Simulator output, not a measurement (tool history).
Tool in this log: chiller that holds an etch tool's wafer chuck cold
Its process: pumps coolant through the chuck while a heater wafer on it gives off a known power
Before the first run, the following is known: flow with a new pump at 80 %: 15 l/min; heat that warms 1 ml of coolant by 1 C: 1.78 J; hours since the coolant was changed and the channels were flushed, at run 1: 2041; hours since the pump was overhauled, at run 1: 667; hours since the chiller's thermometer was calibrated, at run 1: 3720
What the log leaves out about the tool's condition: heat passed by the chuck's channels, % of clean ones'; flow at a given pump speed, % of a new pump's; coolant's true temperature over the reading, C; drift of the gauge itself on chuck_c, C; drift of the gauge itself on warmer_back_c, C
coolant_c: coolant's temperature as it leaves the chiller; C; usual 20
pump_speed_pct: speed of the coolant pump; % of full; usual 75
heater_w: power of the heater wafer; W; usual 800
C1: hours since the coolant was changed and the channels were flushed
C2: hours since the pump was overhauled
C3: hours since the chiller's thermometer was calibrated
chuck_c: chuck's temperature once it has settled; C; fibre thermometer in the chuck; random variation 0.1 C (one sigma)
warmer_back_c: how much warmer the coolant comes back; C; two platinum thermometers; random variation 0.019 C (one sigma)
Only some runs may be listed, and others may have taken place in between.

run 1 hour=0.0 | coolant_c=20 pump_speed_pct=75 heater_w=800 | C1=2041 C2=667 C3=3720 | chuck_c=26.3 warmer_back_c=1.90
run 2 hour=53.4 | coolant_c=20 pump_speed_pct=75 heater_w=800 | C1=2095 C2=721 C3=3774 | chuck_c=26.2 warmer_back_c=1.94
run 3 hour=145.1 | coolant_c=20 pump_speed_pct=75 heater_w=800 | C1=2186 C2=813 C3=3865 | chuck_c=26.3 warmer_back_c=1.88
run 4 hour=249.8 | coolant_c=20 pump_speed_pct=75 heater_w=800 | C1=2291 C2=917 C3=3970 | chuck_c=26.5 warmer_back_c=1.91
run 5 hour=311.3 | coolant_c=11 pump_speed_pct=75 heater_w=800 | C1=2352 C2=979 C3=4031 | chuck_c=17.3 warmer_back_c=1.91
run 6 hour=385.3 | coolant_c=20 pump_speed_pct=75 heater_w=800 | C1=2426 C2=1053 C3=4105 | chuck_c=26.4 warmer_back_c=1.83
run 7 hour=432.2 | coolant_c=20 pump_speed_pct=75 heater_w=800 | C1=2473 C2=1100 C3=4152 | chuck_c=26.3 warmer_back_c=1.88
run 8 hour=528.2 | coolant_c=20 pump_speed_pct=75 heater_w=808 | C1=2569 C2=1196 C3=4248 | chuck_c=26.4 warmer_back_c=1.88
run 9 hour=629.8 | coolant_c=20 pump_speed_pct=75 heater_w=808 | C1=2671 C2=1297 C3=4350 | chuck_c=26.4 warmer_back_c=1.87
run 10 hour=720.2 | coolant_c=20 pump_speed_pct=75 heater_w=800 | C1=2761 C2=1388 C3=4440 | chuck_c=26.6 warmer_back_c=1.82
run 11 hour=807.8 | coolant_c=20 pump_speed_pct=75 heater_w=800 | C1=2849 C2=1475 C3=4528 | chuck_c=26.5 warmer_back_c=1.81
run 12 hour=855.7 | coolant_c=20 pump_speed_pct=74 heater_w=800 | C1=2897 C2=1523 C3=4576 | chuck_c=26.4 warmer_back_c=1.84
run 13 hour=938.2 | coolant_c=20 pump_speed_pct=74 heater_w=800 | C1=2979 C2=1606 C3=4658 | chuck_c=26.4 warmer_back_c=1.80
run 14 hour=1035.7 | coolant_c=20 pump_speed_pct=74 heater_w=800 | C1=3077 C2=1703 C3=4756 | chuck_c=26.4 warmer_back_c=1.86
run 15 hour=1092.9 | coolant_c=20 pump_speed_pct=75 heater_w=800 | C1=3134 C2=1760 C3=4813 | chuck_c=26.2 warmer_back_c=1.78
run 16 hour=1183.5 | coolant_c=20 pump_speed_pct=75 heater_w=800 | C1=3225 C2=1851 C3=4904 | chuck_c=26.4 warmer_back_c=1.74
run 17 hour=1289.2 | coolant_c=11 pump_speed_pct=93 heater_w=800 | C1=3330 C2=1957 C3=5009 | chuck_c=16.5 warmer_back_c=1.33
run 18 hour=1347.7 | coolant_c=20 pump_speed_pct=68 heater_w=740 | C1=3389 C2=2015 C3=5068 | chuck_c=26.4 warmer_back_c=1.82
run 19 hour=1453.0 | coolant_c=20 pump_speed_pct=77 heater_w=800 | C1=3494 C2=2121 C3=5173 | chuck_c=26.2 warmer_back_c=1.66
run 20 hour=1563.0 | coolant_c=12 pump_speed_pct=71 heater_w=800 | C1=3604 C2=2230 C3=5283 | chuck_c=18.6 warmer_back_c=1.83
-- hour=1587.0 chiller's thermometer calibrated
run 21 hour=1641.6 | coolant_c=12 pump_speed_pct=71 heater_w=800 | C1=3682 C2=2308 C3=55 | chuck_c=18.7 warmer_back_c=1.80
run 22 hour=1730.8 | coolant_c=12 pump_speed_pct=71 heater_w=800 | C1=3771 C2=2397 C3=144 | chuck_c=18.6 warmer_back_c=1.76
run 23 hour=1796.4 | coolant_c=12 pump_speed_pct=71 heater_w=800 | C1=3837 C2=2463 C3=209 | chuck_c=18.7 warmer_back_c=1.78
run 24 hour=1848.9 | coolant_c=19 pump_speed_pct=65 heater_w=639 | C1=3889 C2=2515 C3=262 | chuck_c=24.6 warmer_back_c=1.55
run 25 hour=1912.2 | coolant_c=13 pump_speed_pct=98 heater_w=800 | C1=3952 C2=2579 C3=325 | chuck_c=18.4 warmer_back_c=1.16
run 26 hour=1959.1 | coolant_c=13 pump_speed_pct=98 heater_w=800 | C1=3999 C2=2626 C3=372 | chuck_c=18.4 warmer_back_c=1.14
run 27 hour=2031.1 | coolant_c=10 pump_speed_pct=68 heater_w=634 | C1=4071 C2=2698 C3=444 | chuck_c=15.1 warmer_back_c=1.41
run 28 hour=2113.3 | coolant_c=20 pump_speed_pct=77 heater_w=502 | C1=4153 C2=2780 C3=526 | chuck_c=24.1 warmer_back_c=0.85
run 29 hour=2197.8 | coolant_c=16 pump_speed_pct=69 heater_w=818 | C1=4238 C2=2864 C3=611 | chuck_c=22.8 warmer_back_c=1.84
run 30 hour=2308.0 | coolant_c=16 pump_speed_pct=69 heater_w=818 | C1=4348 C2=2975 C3=721 | chuck_c=22.8 warmer_back_c=1.81
run 31 hour=2359.9 | coolant_c=16 pump_speed_pct=69 heater_w=818 | C1=4400 C2=3026 C3=773 | chuck_c=22.9 warmer_back_c=1.81

4 ways to go on from here, each from the tool as it stands after run 31. What would each give?
run A hour=2407.1 | coolant_c=16 pump_speed_pct=93 heater_w=818 | C1=4447 C2=3074 C3=820 | chuck_c=? warmer_back_c=?
run B hour=2407.1 | coolant_c=21 pump_speed_pct=98 heater_w=1066 | C1=4447 C2=3074 C3=820 | chuck_c=? warmer_back_c=?
run C hour=2407.1 | coolant_c=20 pump_speed_pct=62 heater_w=593 | C1=4447 C2=3074 C3=820 | chuck_c=? warmer_back_c=?
run D hour=2407.1 | coolant_c=25 pump_speed_pct=98 heater_w=818 | C1=4447 C2=3074 C3=820 | chuck_c=? warmer_back_c=?

run=A chuck_c=21.6 warmer_back_c=1.22
run=B chuck_c=28.1 warmer_back_c=1.53
run=C chuck_c=25.3 warmer_back_c=1.45
run=D chuck_c=30.4 warmer_back_c=1.12
With the hidden condition removed and each run's random variation left untouched, the same runs would have given:
run=A chuck_c=21.5 warmer_back_c=1.57
run=B chuck_c=28.1 warmer_back_c=1.88
run=C chuck_c=25.2 warmer_back_c=1.79
run=D chuck_c=30.4 warmer_back_c=1.47
